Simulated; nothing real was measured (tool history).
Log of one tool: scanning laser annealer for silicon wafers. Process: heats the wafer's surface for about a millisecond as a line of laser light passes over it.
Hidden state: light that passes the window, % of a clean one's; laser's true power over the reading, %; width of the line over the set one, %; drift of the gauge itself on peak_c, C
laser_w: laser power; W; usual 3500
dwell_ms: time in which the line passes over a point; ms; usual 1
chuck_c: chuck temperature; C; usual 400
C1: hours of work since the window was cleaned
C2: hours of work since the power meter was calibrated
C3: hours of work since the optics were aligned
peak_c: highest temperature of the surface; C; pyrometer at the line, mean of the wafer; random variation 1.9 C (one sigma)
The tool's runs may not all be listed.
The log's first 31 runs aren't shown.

-- hour=1588.7 optics aligned, line set to its width
run 32 hour=1638 | laser_w=3255 dwell_ms=1 chuck_c=399 | C1=346 C2=1790 C3=34 | peak_c=1111
run 33 hour=1705.2 | laser_w=3478 dwell_ms=1.01 chuck_c=379 | C1=393 C2=1837 C3=81 | peak_c=1154
run 34 hour=1765.3 | laser_w=3567 dwell_ms=1.01 chuck_c=379 | C1=435 C2=1878 C3=123 | peak_c=1177
run 35 hour=1796.5 | laser_w=3567 dwell_ms=1.01 chuck_c=379 | C1=456 C2=1900 C3=144 | peak_c=1178
run 36 hour=1842.7 | laser_w=3567 dwell_ms=1.01 chuck_c=379 | C1=488 C2=1932 C3=176 | peak_c=1181
run 37 hour=1908.3 | laser_w=3675 dwell_ms=0.95 chuck_c=387 | C1=534 C2=1978 C3=222 | peak_c=1189
run 38 hour=1953.7 | laser_w=3675 dwell_ms=0.95 chuck_c=387 | C1=565 C2=2009 C3=253 | peak_c=1192
run 39 hour=2002.1 | laser_w=3675 dwell_ms=0.95 chuck_c=387 | C1=599 C2=2043 C3=287 | peak_c=1191
-- hour=2081.5 window over the wafer cleaned
run 40 hour=2081.5 | laser_w=3675 dwell_ms=0.78 chuck_c=379 | C1=0 C2=2097 C3=341 | peak_c=1112
run 41 hour=2133.2 | laser_w=3443 dwell_ms=1 chuck_c=417 | C1=36 C2=2133 C3=377 | peak_c=1178

4 ways to go on from here, each from the tool as it stands after run 41. What would each give?
run A hour=2208.2 | laser_w=2984 dwell_ms=1 chuck_c=402 | C1=88 C2=2185 C3=429 | peak_c=?
run B hour=2208.2 | laser_w=3500 dwell_ms=1 chuck_c=366 | C1=88 C2=2185 C3=429 | peak_c=?
run C hour=2208.2 | laser_w=3712 dwell_ms=0.7 chuck_c=420 | C1=88 C2=2185 C3=429 | peak_c=?
run D hour=2208.2 | laser_w=3578 dwell_ms=1 chuck_c=417 | C1=88 C2=2185 C3=429 | peak_c=?

run=A peak_c=1044
run=B peak_c=1141
run=C peak_c=1125
run=D peak_c=1213
Without the tool's hidden state the same runs would have given:
run=A peak_c=1044
run=B peak_c=1141
run=C peak_c=1125
run=D peak_c=1214

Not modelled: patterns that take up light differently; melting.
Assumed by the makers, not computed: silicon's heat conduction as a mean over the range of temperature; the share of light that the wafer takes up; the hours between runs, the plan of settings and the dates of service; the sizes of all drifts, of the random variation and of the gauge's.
